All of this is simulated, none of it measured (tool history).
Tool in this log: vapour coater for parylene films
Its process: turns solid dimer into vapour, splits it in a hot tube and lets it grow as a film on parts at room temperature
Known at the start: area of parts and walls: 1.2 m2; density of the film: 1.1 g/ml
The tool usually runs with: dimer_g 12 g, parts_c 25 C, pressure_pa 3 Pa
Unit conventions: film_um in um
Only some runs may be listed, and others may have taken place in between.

Run 1, day 0: usual settings. Result: film_um 4.06 um.
Run 2, day 0.479: usual settings. Result: film_um 4 um.
Run 3, day 1.358: usual settings. Result: film_um 3.99 um.
Run 4, day 2.379: usual settings. Result: film_um 3.92 um.
Run 5, day 3.383: usual settings. Result: film_um 3.93 um.
Run 6, day 4.288: usual settings. Result: film_um 3.9 um.
Run 7, day 5.125: usual settings but dimer_g 20 g. Result: film_um 6.47 um.
Run 8, day 5.771: usual settings but dimer_g 8 g. Result: film_um 2.53 um.
Run 9, day 6.646: usual settings but dimer_g 8 g. Result: film_um 2.55 um.
Run 10, day 7.5: usual settings. Result: film_um 3.76 um.
Run 11, day 8.242: usual settings. Result: film_um 3.81 um.
Run 12, day 8.946: usual settings but pressure_pa 11.78 Pa. Result: film_um 3.39 um.
At day 9.842: trap's valve overhauled.
Run 13, day 9.925: usual settings but pressure_pa 11.78 Pa. Result: film_um 3.88 um.
Run 14, day 10.658: usual settings but parts_c 18 C, pressure_pa 11.78 Pa. Result: film_um 4.5 um.
Run 15, day 11.767: usual settings but dimer_g 8 g, parts_c 36 C. Result: film_um 2.27 um.
Run 16, day 12.838: usual settings but dimer_g 8 g, parts_c 36 C. Result: film_um 2.23 um.
Run 17, day 13.308: usual settings but dimer_g 5 g. Result: film_um 1.75 um.
Run 18, day 14.396: usual settings but dimer_g 6 g, parts_c 18 C, pressure_pa 2.23 Pa. Result: film_um 2.48 um.
Run 19, day 15.438: usual settings but dimer_g 6 g, parts_c 18 C, pressure_pa 2.23 Pa. Result: film_um 2.44 um.

4 options for the next run, each taken on its own from the tool as it stands now. Forecast them:
Run A, day 16.112: usual settings but parts_c 33 C. Result: film_um ?.
Run B, day 16.112: usual settings but dimer_g 6 g, pressure_pa 3.56 Pa. Result: film_um ?.
Run C, day 16.112: usual settings but dimer_g 21 g. Result: film_um ?.
Run D, day 16.112: usual settings but dimer_g 5 g. Result: film_um ?.

run  film_um
  A     3.54
  B     2.03
  C     7.19
  D     1.74
The same runs, with their run-to-run variation unchanged, on a tool lacking any hidden condition would have given:
run  film_um
  A     3.75
  B     2.15
  C     7.62
  D     1.84
